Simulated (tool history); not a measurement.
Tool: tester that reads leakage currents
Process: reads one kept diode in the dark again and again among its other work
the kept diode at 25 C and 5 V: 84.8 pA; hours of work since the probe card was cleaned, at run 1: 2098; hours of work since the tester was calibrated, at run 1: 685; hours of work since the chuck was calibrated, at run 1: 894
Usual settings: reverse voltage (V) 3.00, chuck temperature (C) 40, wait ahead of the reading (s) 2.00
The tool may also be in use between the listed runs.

run,hour,reverse voltage (V),chuck temperature (C),wait ahead of the reading (s),hours of work since the probe card was cleaned,hours of work since the tester was calibrated,hours of work since the chuck was calibrated,current that the tester gives (pA)
1,0.0,3.00,40,2.00,2098,685,894,206.06
2,62.4,3.00,40,2.00,2143,730,939,207.31
3,146.7,3.00,40,2.00,2204,791,1000,206.05
4,202.1,3.00,40,2.00,2244,831,1039,206.50
5,288.4,3.29,40,2.00,2306,893,1102,215.15
6,372.1,3.29,40,2.00,2366,954,1162,214.98
7,459.1,1.83,40,2.00,2429,1016,1225,162.47
8,559.6,1.78,40,2.00,2502,1089,1297,160.98
9,656.6,1.78,40,2.00,2572,1159,1367,161.33
10,719.5,1.49,40,2.00,2617,1204,1413,147.30
11,801.7,10.96,40,2.00,2676,1264,1472,384.62
12,870.8,3.00,45,2.00,2726,1313,1522,293.44
13,933.0,3.00,45,2.00,2771,1358,1567,294.04
14,1004.8,3.00,45,2.00,2823,1410,1618,293.36
15,1063.6,3.00,45,2.00,2865,1452,1661,294.07
# hour 1081.7: chuck's temperature calibrated
16,1150.3,3.00,21,2.00,2926,1514,50,48.89
17,1209.3,3.00,21,2.00,2969,1556,92,48.82
18,1262.7,3.00,21,2.00,3007,1595,131,48.87
19,1315.2,6.24,40,2.00,3045,1633,168,294.42
20,1412.9,3.00,40,2.00,3116,1703,239,207.24
21,1496.2,3.00,40,2.00,3176,1763,299,207.43
22,1579.4,5.23,59,0.67,3236,1823,359,976.18
23,1656.2,2.45,56,0.67,3291,1879,414,559.56
24,1756.0,14.15,56,3.92,3363,1951,486,1298.84
25,1835.1,14.15,56,3.92,3420,2008,543,1295.97
26,1915.0,14.15,56,3.92,3478,2065,601,1291.17
27,2015.5,14.15,56,3.92,3550,2138,674,1298.29
28,2094.7,4.53,40,2.00,3607,2195,731,251.09
29,2152.9,4.53,47,5.05,3649,2237,773,411.38
30,2243.7,2.64,28,0.31,3715,2302,838,82.54
31,2340.9,3.00,33,1.11,3785,2372,908,124.40
32,2424.8,3.12,24,2.00,3846,2433,969,63.30
33,2476.9,3.12,36,2.16,3883,2470,1006,156.98
34,2536.0,3.46,27,3.24,3926,2513,1049,83.57
# hour 2586.1: probe card cleaned and baked
35,2592.4,13.50,40,0.32,5,2552,1088,441.87
36,2660.0,10.13,40,1.26,53,2600,1136,370.58
37,2741.6,2.65,21,0.49,112,2659,1195,47.63
38,2836.2,2.65,21,0.49,180,2728,1263,47.49
39,2925.0,1.62,33,2.61,244,2792,1327,91.83

5 ways to go on from here, each from the tool as it stands after run 39. What would each give?
A,2977.4,3.68,46,2.00,282,2829,1365,?
B,2977.4,1.81,24,2.49,282,2829,1365,?
C,2977.4,1.62,52,2.61,282,2829,1365,?
D,2977.4,3.00,40,4.83,282,2829,1365,?
E,2977.4,6.72,22,2.21,282,2829,1365,?

run,current that the tester gives (pA)
A,346.58
B,48.31
C,352.23
D,205.39
E,77.47
Without the tool's hidden state the same runs would have given:
run,current that the tester gives (pA)
A,347.36
B,48.44
C,352.99
D,205.87
E,77.67
